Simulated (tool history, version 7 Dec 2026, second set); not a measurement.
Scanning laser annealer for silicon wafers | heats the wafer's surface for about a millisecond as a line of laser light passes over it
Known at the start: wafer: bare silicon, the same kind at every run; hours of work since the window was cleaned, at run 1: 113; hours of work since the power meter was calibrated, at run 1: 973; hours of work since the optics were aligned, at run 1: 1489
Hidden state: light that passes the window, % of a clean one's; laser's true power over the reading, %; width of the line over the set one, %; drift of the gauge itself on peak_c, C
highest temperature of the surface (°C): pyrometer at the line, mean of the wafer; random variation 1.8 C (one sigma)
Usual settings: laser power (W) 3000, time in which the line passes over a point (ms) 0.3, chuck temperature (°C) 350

run   hour  laser power (W)  time in which the line passes over a point (ms)  chuck temperature (°C)  hours of work since the window was cleaned  hours of work since the power meter was calibrated  hours of work since the optics were aligned  highest temperature of the surface (°C)
  1      0             3000                                              0.3                     350                                         113                                                 973                                         1489                                     1071
  2   34.6             3000                                              0.3                     374                                         137                                                 998                                         1513                                     1094
  3   61.4             3000                                              0.3                     374                                         156                                                1017                                         1532                                     1094
  4  102.2             3000                                              0.3                     350                                         185                                                1045                                         1561                                     1074
  5  144.2             3000                                              0.3                     350                                         214                                                1075                                         1590                                     1074
  6  186.8             3000                                            0.223                     350                                         244                                                1105                                         1620                                      959
  7    221             3000                                            0.223                     350                                         269                                                1129                                         1644                                      958
  8  259.1             3000                                            0.223                     350                                         295                                                1156                                         1671                                      960
  9  278.1             3000                                            0.275                     350                                         309                                                1169                                         1685                                     1038
 10  311.3             3000                                            0.275                     350                                         332                                                1193                                         1708                                     1035
 11  334.5             3000                                            0.275                     350                                         348                                                1209                                         1724                                     1033
 12  361.1             3000                                            0.275                     350                                         367                                                1228                                         1743                                     1037
 13    394             3000                                            0.275                     350                                         390                                                1251                                         1766                                     1034
 14  436.6             3000                                            0.237                     332                                         420                                                1281                                         1796                                      963
 15  456.3             2691                                            0.363                     378                                         434                                                1295                                         1810                                     1100
 16  477.1             3210                                            0.312                     331                                         449                                                1309                                         1825                                     1121
 17  504.7             3000                                            0.307                     349                                         468                                                1329                                         1844                                     1084
     525.5  -- optics aligned, line set to its width
 18  537.5             2710                                            0.246                     350                                         488                                                1348                                            8                                      934
 19  570.9             3000                                              0.3                     342                                         511                                                1372                                           32                                     1065
 20  594.1             3000                                             0.35                     386                                         528                                                1388                                           48                                     1176
 21  617.2             3000                                             0.35                     386                                         544                                                1405                                           65                                     1172
 22  645.4             3000                                            0.244                     350                                         564                                                1424                                           84                                      994
 23  674.4             2670                                            0.324                     322                                         584                                                1445                                          105                                      991
 24  698.7             3197                                            0.237                     318                                         601                                                1462                                          122                                      991

Forecast each of these 3 alternatives for the next run:
  A  739.3             2668                                            0.323                     357                                         630                                                1490                                          151                                        ?
  B  739.3             2594                                            0.237                     318                                         630                                                1490                                          151                                        ?
  C  739.3             3197                                            0.271                     318                                         630                                                1490                                          151                                        ?

run  highest temperature of the surface (°C)
  A                                     1027
  B                                      863
  C                                     1044
Without the tool's hidden state the same runs would have given:
run  highest temperature of the surface (°C)
  A                                     1027
  B                                      863
  C                                     1045
